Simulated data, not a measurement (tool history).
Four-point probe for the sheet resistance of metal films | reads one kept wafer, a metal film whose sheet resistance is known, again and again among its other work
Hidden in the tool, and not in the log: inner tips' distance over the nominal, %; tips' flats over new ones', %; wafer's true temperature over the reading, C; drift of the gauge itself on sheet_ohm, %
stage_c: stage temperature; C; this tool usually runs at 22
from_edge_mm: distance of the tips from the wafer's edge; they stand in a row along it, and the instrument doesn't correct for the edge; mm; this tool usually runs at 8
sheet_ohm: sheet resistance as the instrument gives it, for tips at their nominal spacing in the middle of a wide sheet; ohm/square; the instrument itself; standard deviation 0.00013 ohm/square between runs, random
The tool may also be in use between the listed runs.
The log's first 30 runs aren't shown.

run	hour	stage_c	from_edge_mm	touches since the probe head was changed	hours of work since the stage's thermometer was calibrated	sheet_ohm
31	2465.5	19	5	75325	2672	0.667314
32	2543.3	19	5	77439	2716	0.667287
33	2657.3	22	11	80541	2781	0.652500
# hour 2679.2: stage's thermometer calibrated
34	2714.3	23	5	82080	20	0.671968
35	2794.4	19	4	84259	65	0.679774
36	2893.6	19	4	86957	122	0.679613
37	2955.9	30	4	88653	157	0.689241
38	3047.5	23	10	91143	209	0.655146
39	3141.3	23	10	93697	262	0.655249
40	3248.3	28	56	96608	323	0.653513
41	3301.6	18	26	98057	353	0.645702

What if the next run were any one of these 5? Each begins from the tool's condition after run 41:
A	3395.4	24	5	100608	406	?
B	3395.4	28	4	100608	406	?
C	3395.4	23	31	100608	406	?
D	3395.4	22	13	100608	406	?
E	3395.4	34	5	100608	406	?

run	sheet_ohm
A	0.671894
B	0.687057
C	0.649551
D	0.651810
E	0.680172
Stripped of hidden state, with their random variation kept, the same runs would have yielded:
run	sheet_ohm
A	0.673896
B	0.689097
C	0.651492
D	0.653757
E	0.682190

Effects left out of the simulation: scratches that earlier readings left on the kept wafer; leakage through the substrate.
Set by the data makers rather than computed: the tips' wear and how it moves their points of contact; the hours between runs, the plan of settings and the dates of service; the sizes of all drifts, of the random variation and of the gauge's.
